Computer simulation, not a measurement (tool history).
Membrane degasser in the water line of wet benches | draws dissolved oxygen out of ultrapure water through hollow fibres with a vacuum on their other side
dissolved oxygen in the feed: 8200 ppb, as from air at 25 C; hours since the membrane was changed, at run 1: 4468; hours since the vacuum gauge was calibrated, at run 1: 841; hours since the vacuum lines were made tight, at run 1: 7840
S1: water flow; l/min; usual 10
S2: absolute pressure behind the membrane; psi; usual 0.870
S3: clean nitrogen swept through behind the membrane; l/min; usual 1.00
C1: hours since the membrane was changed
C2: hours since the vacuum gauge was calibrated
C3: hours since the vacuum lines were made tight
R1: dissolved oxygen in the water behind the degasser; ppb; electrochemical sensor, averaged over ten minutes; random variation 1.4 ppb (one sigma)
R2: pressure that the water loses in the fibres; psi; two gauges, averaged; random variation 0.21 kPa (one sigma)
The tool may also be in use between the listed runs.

run 1 day=0.000 | S1=10 S2=0.870 S3=1.00 | C1=4468 C2=841 C3=7840 | R1=149.9 R2=6.969
run 2 day=3.625 | S1=10 S2=0.870 S3=1.00 | C1=4555 C2=928 C3=7927 | R1=148.6 R2=6.918
run 3 day=8.375 | S1=10 S2=0.905 S3=1.00 | C1=4669 C2=1042 C3=8041 | R1=151.6 R2=7.014
run 4 day=13.221 | S1=10 S2=0.870 S3=1.00 | C1=4785 C2=1159 C3=8157 | R1=147.2 R2=6.991
run 5 day=17.367 | S1=10 S2=0.870 S3=1.00 | C1=4885 C2=1258 C3=8256 | R1=146.9 R2=6.979
run 6 day=21.967 | S1=10 S2=0.870 S3=1.00 | C1=4995 C2=1369 C3=8367 | R1=150.0 R2=6.991
run 7 day=25.579 | S1=14 S2=0.870 S3=1.00 | C1=5082 C2=1455 C3=8453 | R1=228.9 R2=9.841
run 8 day=30.400 | S1=14 S2=0.870 S3=1.00 | C1=5197 C2=1571 C3=8569 | R1=227.9 R2=9.781
run 9 day=33.617 | S1=7 S2=0.870 S3=1.00 | C1=5275 C2=1648 C3=8646 | R1=93.9 R2=4.908
run 10 day=36.671 | S1=10 S2=0.870 S3=1.00 | C1=5348 C2=1721 C3=8720 | R1=149.5 R2=7.021
run 11 day=39.833 | S1=10 S2=0.870 S3=1.00 | C1=5424 C2=1797 C3=8796 | R1=150.5 R2=7.058
run 12 day=44.579 | S1=10 S2=0.870 S3=1.00 | C1=5538 C2=1911 C3=8909 | R1=150.4 R2=6.966
run 13 day=47.267 | S1=10 S2=0.870 S3=1.00 | C1=5602 C2=1976 C3=8974 | R1=151.4 R2=7.010
run 14 day=52.712 | S1=10 S2=0.870 S3=1.00 | C1=5733 C2=2106 C3=9105 | R1=149.5 R2=7.020
run 15 day=56.325 | S1=10 S2=0.870 S3=1.00 | C1=5820 C2=2193 C3=9191 | R1=152.7 R2=7.049
run 16 day=60.408 | S1=10 S2=0.870 S3=0.55 | C1=5918 C2=2291 C3=9289 | R1=200.2 R2=7.031
run 17 day=63.121 | S1=12 S2=1.224 S3=1.39 | C1=5983 C2=2356 C3=9354 | R1=217.4 R2=8.435
run 18 day=67.096 | S1=8 S2=0.701 S3=1.39 | C1=6078 C2=2452 C3=9450 | R1=83.1 R2=5.600
-- day=70.462 seals of the vacuum lines changed
run 19 day=72.142 | S1=8 S2=0.701 S3=1.39 | C1=6197 C2=2571 C3=40 | R1=81.4 R2=5.609
run 20 day=76.454 | S1=8 S2=0.701 S3=1.39 | C1=6301 C2=2674 C3=144 | R1=80.8 R2=5.630
run 21 day=80.854 | S1=7 S2=0.663 S3=0.84 | C1=6406 C2=2780 C3=249 | R1=74.5 R2=4.940
run 22 day=84.346 | S1=7 S2=0.663 S3=0.84 | C1=6490 C2=2864 C3=333 | R1=73.9 R2=4.966
run 23 day=89.796 | S1=9 S2=1.637 S3=1.00 | C1=6621 C2=2994 C3=464 | R1=239.4 R2=6.321
run 24 day=94.617 | S1=9 S2=1.637 S3=1.00 | C1=6737 C2=3110 C3=580 | R1=243.1 R2=6.358
run 25 day=99.279 | S1=6 S2=0.870 S3=0.61 | C1=6849 C2=3222 C3=692 | R1=99.7 R2=4.273
run 26 day=104.621 | S1=9 S2=1.156 S3=1.01 | C1=6977 C2=3350 C3=820 | R1=175.9 R2=6.380
run 27 day=107.325 | S1=6 S2=0.870 S3=0.54 | C1=7042 C2=3415 C3=885 | R1=108.5 R2=4.235
run 28 day=112.658 | S1=11 S2=1.939 S3=0.44 | C1=7170 C2=3543 C3=1013 | R1=626.9 R2=7.797
run 29 day=116.217 | S1=11 S2=1.939 S3=0.44 | C1=7255 C2=3628 C3=1098 | R1=608.1 R2=7.748
run 30 day=119.654 | S1=11 S2=1.939 S3=0.44 | C1=7337 C2=3711 C3=1181 | R1=623.9 R2=7.804
run 31 day=123.100 | S1=11 S2=1.939 S3=0.44 | C1=7420 C2=3794 C3=1263 | R1=622.2 R2=7.807
run 32 day=128.208 | S1=11 S2=1.939 S3=0.44 | C1=7543 C2=3916 C3=1386 | R1=608.4 R2=7.813

The same runs without the tool's hidden state, with the same run-to-run variation:
The hidden state here: membrane still open, %; true pressure behind the membrane over the reading, kPa; air that leaks in behind the membrane, l/min; drift of the gauge itself on oxygen_ppb, %; drift of the gauge itself on loss_of_pressure_kpa, %.
run=1 R1=141.7 R2=6.825
run=2 R1=140.3 R2=6.772
run=3 R1=143.1 R2=6.863
run=4 R1=138.4 R2=6.837
run=5 R1=137.9 R2=6.823
run=6 R1=140.6 R2=6.830
run=7 R1=215.3 R2=9.612
run=8 R1=213.9 R2=9.549
run=9 R1=87.2 R2=4.791
run=10 R1=139.3 R2=6.849
run=11 R1=140.0 R2=6.882
run=12 R1=139.7 R2=6.791
run=13 R1=140.4 R2=6.830
run=14 R1=138.4 R2=6.837
run=15 R1=141.1 R2=6.862
run=16 R1=187.8 R2=6.843
run=17 R1=202.8 R2=8.206
run=18 R1=74.3 R2=5.445
run=19 R1=73.1 R2=5.452
run=20 R1=72.3 R2=5.469
run=21 R1=67.0 R2=4.796
run=22 R1=66.3 R2=4.820
run=23 R1=228.7 R2=6.131
run=24 R1=231.9 R2=6.166
run=25 R1=92.8 R2=4.141
run=26 R1=164.0 R2=6.180
run=27 R1=100.9 R2=4.100
run=28 R1=610.3 R2=7.546
run=29 R1=591.8 R2=7.494
run=30 R1=606.8 R2=7.548
run=31 R1=604.9 R2=7.548
run=32 R1=591.0 R2=7.551
